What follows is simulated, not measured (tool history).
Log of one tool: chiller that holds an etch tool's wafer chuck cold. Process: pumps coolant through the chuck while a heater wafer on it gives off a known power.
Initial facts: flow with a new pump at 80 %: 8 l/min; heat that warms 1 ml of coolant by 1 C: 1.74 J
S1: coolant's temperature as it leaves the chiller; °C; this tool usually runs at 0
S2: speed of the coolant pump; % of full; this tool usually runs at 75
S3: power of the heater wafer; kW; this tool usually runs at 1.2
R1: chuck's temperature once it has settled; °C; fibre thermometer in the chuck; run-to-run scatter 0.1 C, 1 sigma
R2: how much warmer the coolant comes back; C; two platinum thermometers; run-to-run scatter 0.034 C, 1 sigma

run	hour	S1	S2	S3	R1	R2
1	0	0	75	1.2	11	5.62
2	155.5	0	75	1.2	11.2	5.59
3	298.7	0	75	1.2	11.1	5.61
4	467.8	0	75	1.2	11.3	5.61
5	546.9	0	75	1.2	11.3	5.62
6	689.7	0	78	1.2	11	5.38
7	783.9	-2	75	1.2	9.4	5.63
8	874.6	-2	75	1.2	9.4	5.6
9	999.1	0	73	1.2	11.6	5.82
10	1129.6	0	73	1.2	11.7	5.8
11	1311.7	0	73	1.2	11.7	5.82
# hour 1325.5: coolant pump overhauled
12	1434.7	0	73	1.2	11.7	5.89
13	1540.1	0	73	1.2	11.8	5.82
14	1676.3	0	73	1.2	11.9	5.88
# hour 1783.1: coolant pump overhauled, once more
15	1819.6	3	75	1.2	14.5	5.56
16	1913.7	3	75	1.2	14.7	5.46
17	2071.5	2	72	1.33	15	6.43
18	2191.2	2	72	1.33	15.1	6.41
19	2363.3	2	72	1.33	15.4	6.47
20	2481.6	0	74	1.2	11.7	5.6
21	2572.7	-6	60	1.2	7.4	6.95
22	2663.7	2	63	0.646	9.1	3.58
23	2787	-8	63	1.123	4.1	6.2
24	2913	-8	79	0.78	-0.2	3.4
# hour 3014.6: chiller's thermometer calibrated
25	3068.7	0	82	1.2	11	5.07
26	3243.4	9	71	1.349	22.6	6.65
27	3380.8	9	71	1.349	22.7	6.64
28	3470.3	9	71	1.349	22.6	6.61
29	3629.8	0	70	1.298	13.3	6.51
30	3783.7	0	70	1.298	13.3	6.49
31	3899.5	-5	68	1.249	8.1	6.43
32	3992.9	-5	68	1.249	8.2	6.44

Some steps in R1 between neighbouring runs. How much of each would the tool show without its hidden state too (settings, what came in, random variation), and how much is left for the hidden state, with any gauge scatter that isn't in both results?
The hidden state here: heat passed by the chuck's channels, % of clean ones'; flow at a given pump speed, % of a new pump's; coolant's true temperature over the reading, C; drift of the gauge itself on chuck_c, C; drift of the gauge itself on warmer_back_c, C.
Run 21 -> 22: S1 -6 -> 2, S2 60 -> 63, S3 1.2 -> 0.646. R1 +1.7 °C: hidden state -0.5, all else +2.2.
Run 22 -> 23: S1 2 -> -8, S3 0.646 -> 1.123. R1 -5 °C: hidden state +0.5, all else -5.5.
Run 23 -> 24: S2 63 -> 79, S3 1.123 -> 0.78. R1 -4.3 °C: hidden state -0.3, all else -4.
Run 24 -> 25: S1 -8 -> 0, S2 79 -> 82, S3 0.78 -> 1.2, chiller's thermometer calibrated. R1 +11.2 °C: hidden state +0.1, all else +11.1.
Run 25 -> 26: S1 0 -> 9, S2 82 -> 71, S3 1.2 -> 1.349. R1 +11.6 °C: hidden state +0.2, all else +11.4.
Run 28 -> 29: S1 9 -> 0, S2 71 -> 70, S3 1.349 -> 1.298. R1 -9.3 °C: hidden state +0.1, all else -9.4.

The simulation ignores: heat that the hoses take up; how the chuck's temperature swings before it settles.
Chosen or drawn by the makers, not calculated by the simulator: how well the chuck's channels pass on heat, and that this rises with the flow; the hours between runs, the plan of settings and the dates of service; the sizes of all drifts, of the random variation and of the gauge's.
